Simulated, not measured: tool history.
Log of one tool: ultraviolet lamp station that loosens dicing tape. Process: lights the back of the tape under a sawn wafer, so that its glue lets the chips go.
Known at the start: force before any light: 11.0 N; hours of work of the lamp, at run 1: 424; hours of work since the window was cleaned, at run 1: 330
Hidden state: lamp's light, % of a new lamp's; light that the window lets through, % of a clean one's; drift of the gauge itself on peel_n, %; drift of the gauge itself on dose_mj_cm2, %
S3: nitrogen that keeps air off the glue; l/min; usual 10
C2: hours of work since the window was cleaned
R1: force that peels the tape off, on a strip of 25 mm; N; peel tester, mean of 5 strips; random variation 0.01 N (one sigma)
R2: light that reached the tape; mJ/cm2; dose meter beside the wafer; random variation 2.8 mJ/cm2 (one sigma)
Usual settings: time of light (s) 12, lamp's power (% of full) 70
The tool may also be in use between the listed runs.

{"run": 1, "hour": 0.0, "time of light (s)": 12, "lamp's power (% of full)": 70, "S3": 10, "hours of work of the lamp": 424, "C2": 330, "R1": 0.462, "R2": 396}
{"run": 2, "hour": 25.0, "time of light (s)": 12, "lamp's power (% of full)": 70, "S3": 10, "hours of work of the lamp": 434, "C2": 341, "R1": 0.466, "R2": 401}
{"run": 3, "hour": 45.6, "time of light (s)": 12, "lamp's power (% of full)": 70, "S3": 10, "hours of work of the lamp": 443, "C2": 350, "R1": 0.467, "R2": 397}
{"run": 4, "hour": 67.0, "time of light (s)": 12, "lamp's power (% of full)": 70, "S3": 10, "hours of work of the lamp": 452, "C2": 359, "R1": 0.467, "R2": 397}
{"hour": 78.8, "done": "window cleaned of glue's vapour"}
{"run": 5, "hour": 92.7, "time of light (s)": 12, "lamp's power (% of full)": 70, "S3": 10, "hours of work of the lamp": 463, "C2": 6, "R1": 0.476, "R2": 402}
{"run": 6, "hour": 115.7, "time of light (s)": 12, "lamp's power (% of full)": 70, "S3": 10, "hours of work of the lamp": 473, "C2": 16, "R1": 0.449, "R2": 402}
{"run": 7, "hour": 129.6, "time of light (s)": 12, "lamp's power (% of full)": 70, "S3": 10, "hours of work of the lamp": 479, "C2": 22, "R1": 0.454, "R2": 395}
{"run": 8, "hour": 143.1, "time of light (s)": 12, "lamp's power (% of full)": 96, "S3": 10, "hours of work of the lamp": 485, "C2": 27, "R1": 0.306, "R2": 552}
{"run": 9, "hour": 154.7, "time of light (s)": 12, "lamp's power (% of full)": 96, "S3": 10, "hours of work of the lamp": 489, "C2": 32, "R1": 0.281, "R2": 551}
{"run": 10, "hour": 181.9, "time of light (s)": 12, "lamp's power (% of full)": 96, "S3": 10, "hours of work of the lamp": 501, "C2": 44, "R1": 0.282, "R2": 552}
{"run": 11, "hour": 195.3, "time of light (s)": 12, "lamp's power (% of full)": 96, "S3": 10, "hours of work of the lamp": 507, "C2": 50, "R1": 0.318, "R2": 549}
{"run": 12, "hour": 219.8, "time of light (s)": 12, "lamp's power (% of full)": 96, "S3": 10, "hours of work of the lamp": 517, "C2": 60, "R1": 0.293, "R2": 546}
{"run": 13, "hour": 231.6, "time of light (s)": 10, "lamp's power (% of full)": 95, "S3": 10, "hours of work of the lamp": 522, "C2": 65, "R1": 0.377, "R2": 455}
{"run": 14, "hour": 247.4, "time of light (s)": 10, "lamp's power (% of full)": 95, "S3": 10, "hours of work of the lamp": 529, "C2": 72, "R1": 0.385, "R2": 454}
{"run": 15, "hour": 271.2, "time of light (s)": 14, "lamp's power (% of full)": 93, "S3": 5, "hours of work of the lamp": 539, "C2": 82, "R1": 0.337, "R2": 622}
{"run": 16, "hour": 290.7, "time of light (s)": 9, "lamp's power (% of full)": 66, "S3": 3, "hours of work of the lamp": 548, "C2": 90, "R1": 1.867, "R2": 283}
{"run": 17, "hour": 306.5, "time of light (s)": 21, "lamp's power (% of full)": 70, "S3": 10, "hours of work of the lamp": 554, "C2": 97, "R1": 0.256, "R2": 701}
{"run": 18, "hour": 329.9, "time of light (s)": 12, "lamp's power (% of full)": 65, "S3": 14, "hours of work of the lamp": 564, "C2": 107, "R1": 0.438, "R2": 366}
{"run": 19, "hour": 341.1, "time of light (s)": 12, "lamp's power (% of full)": 65, "S3": 5, "hours of work of the lamp": 569, "C2": 112, "R1": 0.813, "R2": 372}
{"run": 20, "hour": 359.2, "time of light (s)": 12, "lamp's power (% of full)": 79, "S3": 14, "hours of work of the lamp": 577, "C2": 120, "R1": 0.337, "R2": 447}
{"run": 21, "hour": 370.5, "time of light (s)": 12, "lamp's power (% of full)": 79, "S3": 14, "hours of work of the lamp": 582, "C2": 125, "R1": 0.32, "R2": 448}
{"run": 22, "hour": 394.4, "time of light (s)": 12, "lamp's power (% of full)": 79, "S3": 14, "hours of work of the lamp": 592, "C2": 135, "R1": 0.345, "R2": 453}

How the hidden state differs across the entries between the runs, from the last listed run before each to the first after it:
Between runs 4 and 5: window cleaned of glue's vapour (hour 78.8)
  light that the window lets through, % of a clean one's: 99.9 -> 100
